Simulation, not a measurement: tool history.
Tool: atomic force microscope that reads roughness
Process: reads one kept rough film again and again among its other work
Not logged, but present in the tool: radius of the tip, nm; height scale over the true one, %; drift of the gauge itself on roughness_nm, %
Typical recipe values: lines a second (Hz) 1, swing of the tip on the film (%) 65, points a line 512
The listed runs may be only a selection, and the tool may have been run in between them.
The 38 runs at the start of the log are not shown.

| run | hour | lines a second (Hz) | swing of the tip on the film (%) | points a line | pictures with this tip | hours of work since the height scale was calibrated | roughness of the kept film (nm (root mean square)) |
|---|---|---|---|---|---|---|---|
| 39 | 246.3 | 3.79 | 72 | 433 | 305 | 250 | 3.033 |
| 40 | 250.4 | 3.79 | 72 | 433 | 310 | 252 | 3.041 |
| 41 | 258.2 | 3.79 | 72 | 364 | 319 | 256 | 3.009 |
| 42 | 265.5 | 3.79 | 72 | 355 | 327 | 259 | 3.012 |
| 43 | 270.5 | 0.97 | 84 | 512 | 333 | 261 | 3.326 |
| 44 | 277.3 | 0.97 | 84 | 512 | 341 | 265 | 3.298 |
| 45 | 282.6 | 0.97 | 68 | 512 | 347 | 267 | 3.474 |
| 46 | 289.3 | 0.97 | 68 | 512 | 354 | 270 | 3.45 |
|  | 294.6 | new tip fitted |
| 47 | 295.3 | 1.1 | 71 | 791 | 0 | 273 | 3.456 |
| 48 | 303.9 | 1.1 | 71 | 791 | 10 | 277 | 3.447 |
| 49 | 309.4 | 1 | 74 | 266 | 16 | 279 | 3.332 |

Run 50 comes next. What will it give?
| 50 | 318.5 | 2.08 | 83 | 416 | 27 | 283 | ? |

{"run 50": {"roughness of the kept film (nm (root mean square))": 3.059}}
Take away the tool's hidden state, keep the run-to-run variation as it was, and the same run would have given roughness of the kept film (nm (root mean square)) 3.06.
